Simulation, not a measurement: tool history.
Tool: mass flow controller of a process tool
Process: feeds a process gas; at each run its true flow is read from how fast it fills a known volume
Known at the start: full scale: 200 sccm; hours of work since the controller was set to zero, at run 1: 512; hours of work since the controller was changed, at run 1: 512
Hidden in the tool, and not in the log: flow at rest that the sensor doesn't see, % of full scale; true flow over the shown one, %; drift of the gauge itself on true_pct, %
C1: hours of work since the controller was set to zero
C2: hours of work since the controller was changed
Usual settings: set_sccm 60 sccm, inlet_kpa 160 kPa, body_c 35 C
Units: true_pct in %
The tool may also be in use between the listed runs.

{"run": 1, "day": 0.0, "set_sccm": 60, "inlet_kpa": 160, "body_c": 35, "C1": 512, "C2": 512, "true_pct": 97.68}
{"run": 2, "day": 9.717, "set_sccm": 60, "inlet_kpa": 160, "body_c": 35, "C1": 587, "C2": 587, "true_pct": 97.62}
{"run": 3, "day": 30.812, "set_sccm": 60, "inlet_kpa": 160, "body_c": 23, "C1": 750, "C2": 750, "true_pct": 99.18}
{"run": 4, "day": 48.146, "set_sccm": 45, "inlet_kpa": 160, "body_c": 35, "C1": 883, "C2": 883, "true_pct": 98.09}
{"run": 5, "day": 67.408, "set_sccm": 45, "inlet_kpa": 160, "body_c": 35, "C1": 1031, "C2": 1031, "true_pct": 98.2}
{"run": 6, "day": 82.783, "set_sccm": 45, "inlet_kpa": 160, "body_c": 39, "C1": 1150, "C2": 1150, "true_pct": 97.98}
{"run": 7, "day": 97.625, "set_sccm": 45, "inlet_kpa": 160, "body_c": 39, "C1": 1264, "C2": 1264, "true_pct": 98.0}

Forecast run 8:
{"run": 8, "day": 109.342, "set_sccm": 24, "inlet_kpa": 232, "body_c": 22, "C1": 1354, "C2": 1354, "true_pct": "?"}

true_pct: 101.10 %
Without the tool's hidden state the same run would have given true_pct 97.37 %.
